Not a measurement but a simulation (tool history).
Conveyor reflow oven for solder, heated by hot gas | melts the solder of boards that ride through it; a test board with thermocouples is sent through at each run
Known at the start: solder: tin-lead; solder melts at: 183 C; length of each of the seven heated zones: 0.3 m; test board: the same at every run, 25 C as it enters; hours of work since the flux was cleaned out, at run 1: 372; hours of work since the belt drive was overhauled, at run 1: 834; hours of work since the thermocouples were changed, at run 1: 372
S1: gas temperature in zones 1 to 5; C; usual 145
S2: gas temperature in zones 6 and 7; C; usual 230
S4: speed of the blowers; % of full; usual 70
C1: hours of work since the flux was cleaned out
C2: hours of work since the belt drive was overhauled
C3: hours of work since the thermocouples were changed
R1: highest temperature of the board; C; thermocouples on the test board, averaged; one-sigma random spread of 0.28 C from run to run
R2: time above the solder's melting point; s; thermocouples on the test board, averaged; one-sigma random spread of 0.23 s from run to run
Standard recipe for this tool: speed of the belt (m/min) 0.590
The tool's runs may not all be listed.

Run 1, hour 0.0: usual settings; C1 372; C2 834; C3 372. Result: R1 213.6 C, R2 45.2 s.
Run 2, hour 70.1: usual settings; C1 424; C2 886; C3 424. Result: R1 213.3 C, R2 45.4 s.
Run 3, hour 140.4: usual settings; C1 477; C2 939; C3 477. Result: R1 213.2 C, R2 44.9 s.
At hour 165.6: flux residue cleaned out of gas plates and filters.
Run 4, hour 199.5: usual settings; C1 25; C2 979; C3 517. Result: R1 216.3 C, R2 47.8 s.
At hour 239.1: thermocouples of zones 6 and 7 changed.
Run 5, hour 252.0: usual settings; C1 63; C2 1017; C3 10. Result: R1 215.0 C, R2 46.7 s.
Run 6, hour 337.2: usual settings; C1 127; C2 1080; C3 73. Result: R1 215.1 C, R2 46.8 s.
Run 7, hour 376.5: usual settings; C1 156; C2 1110; C3 103. Result: R1 215.2 C, R2 46.4 s.
At hour 446.5: belt drive overhauled, speed set with a stopwatch.
Run 8, hour 446.7: usual settings; C1 205; C2 0; C3 152. Result: R1 213.6 C, R2 45.4 s.
Run 9, hour 509.2: usual settings but S1 157 C; C1 252; C2 47; C3 199. Result: R1 216.0 C, R2 51.4 s.
Run 10, hour 555.2: usual settings but S1 157 C; C1 286; C2 81; C3 233. Result: R1 216.2 C, R2 51.1 s.
Run 11, hour 639.2: usual settings but S2 236 C; C1 349; C2 144; C3 295. Result: R1 218.1 C, R2 48.4 s.
Run 12, hour 715.1: usual settings but S2 236 C, speed of the belt (m/min) 0.664; C1 405; C2 200; C3 352. Result: R1 213.9 C, R2 39.5 s.
Run 13, hour 801.5: usual settings; C1 470; C2 265; C3 417. Result: R1 212.9 C, R2 44.2 s.
At hour 834.4: flux residue cleaned out of gas plates and filters.
Run 14, hour 856.1: usual settings; C1 16; C2 302; C3 454. Result: R1 216.2 C, R2 47.5 s.
Run 15, hour 934.2: usual settings; C1 74; C2 360; C3 512. Result: R1 215.8 C, R2 47.2 s.
At hour 979.2: thermocouples of zones 6 and 7 changed.
Run 16, hour 1002.4: usual settings but S1 135 C, speed of the belt (m/min) 0.616; C1 124; C2 409; C3 17. Result: R1 210.9 C, R2 38.5 s.
Run 17, hour 1046.8: usual settings but S1 146 C, S2 245 C, speed of the belt (m/min) 0.535, S4 67 % of full; C1 157; C2 443; C3 50. Result: R1 230.0 C, R2 60.2 s.
Run 18, hour 1087.2: usual settings but S1 146 C, S2 245 C, speed of the belt (m/min) 0.535, S4 67 % of full; C1 187; C2 473; C3 81. Result: R1 229.1 C, R2 60.3 s.
Run 19, hour 1136.0: usual settings but S1 144 C, S2 245 C, speed of the belt (m/min) 0.694, S4 67 % of full; C1 224; C2 509; C3 117. Result: R1 219.3 C, R2 40.0 s.
Run 20, hour 1187.4: usual settings but S1 132 C, S2 226 C, speed of the belt (m/min) 0.696, S4 66 % of full; C1 262; C2 547; C3 155. Result: R1 200.3 C, R2 24.1 s.
Run 21, hour 1253.2: usual settings but S1 132 C, S2 239 C, speed of the belt (m/min) 0.696, S4 58 % of full; C1 311; C2 597; C3 204. Result: R1 206.8 C, R2 28.8 s.
Run 22, hour 1296.3: usual settings but S1 132 C, S2 239 C, speed of the belt (m/min) 0.696, S4 58 % of full; C1 343; C2 629; C3 237. Result: R1 206.7 C, R2 28.8 s.
Run 23, hour 1340.9: usual settings but S1 132 C, S2 239 C, speed of the belt (m/min) 0.696, S4 58 % of full; C1 376; C2 662; C3 270. Result: R1 206.1 C, R2 28.7 s.
Run 24, hour 1404.4: usual settings but S1 132 C, S2 233 C, speed of the belt (m/min) 0.696, S4 58 % of full; C1 424; C2 709; C3 317. Result: R1 200.6 C, R2 23.9 s.
Run 25, hour 1460.7: usual settings but S1 146 C; C1 466; C2 751; C3 359. Result: R1 212.8 C, R2 44.8 s.
At hour 1500.7: flux residue cleaned out of gas plates and filters.
Run 26, hour 1514.6: usual settings but S1 147 C, S2 234 C; C1 10; C2 788; C3 396. Result: R1 219.1 C, R2 50.1 s.
Run 27, hour 1570.1: usual settings but S1 147 C, S2 229 C, speed of the belt (m/min) 0.696, S4 54 % of full; C1 52; C2 829; C3 437. Result: R1 203.7 C, R2 30.7 s.
Run 28, hour 1632.5: usual settings but S1 147 C, S2 229 C, speed of the belt (m/min) 0.696, S4 54 % of full; C1 98; C2 876; C3 484. Result: R1 203.9 C, R2 30.1 s.
Run 29, hour 1697.5: usual settings but S4 64 % of full; C1 147; C2 924; C3 532. Result: R1 213.3 C, R2 45.5 s.
At hour 1714.0: thermocouples of zones 6 and 7 changed.
Run 30, hour 1752.4: usual settings but S1 132 C, S2 245 C, speed of the belt (m/min) 0.694, S4 67 % of full; C1 186; C2 964; C3 29. Result: R1 216.4 C, R2 36.2 s.

Forecast each of these 3 alternatives for the next run:
Run A, hour 1843.2: usual settings but S1 159 C, S2 244 C, S4 52 % of full; C1 254; C2 1031; C3 96. Result: R1 ?, R2 ?.
Run B, hour 1843.2: usual settings but speed of the belt (m/min) 0.612; C1 254; C2 1031; C3 96. Result: R1 ?, R2 ?.
Run C, hour 1843.2: usual settings but S1 149 C, S2 245 C, speed of the belt (m/min) 0.694, S4 80 % of full; C1 254; C2 1031; C3 96. Result: R1 ?, R2 ?.

run     R1    R2
  A  222.8  55.7
  B  212.2  43.2
  C  224.2  45.4
Had the tool no hidden state, the same runs would have come out as:
run     R1    R2
  A  224.0  55.7
  B  213.7  44.0
  C  226.1  45.8
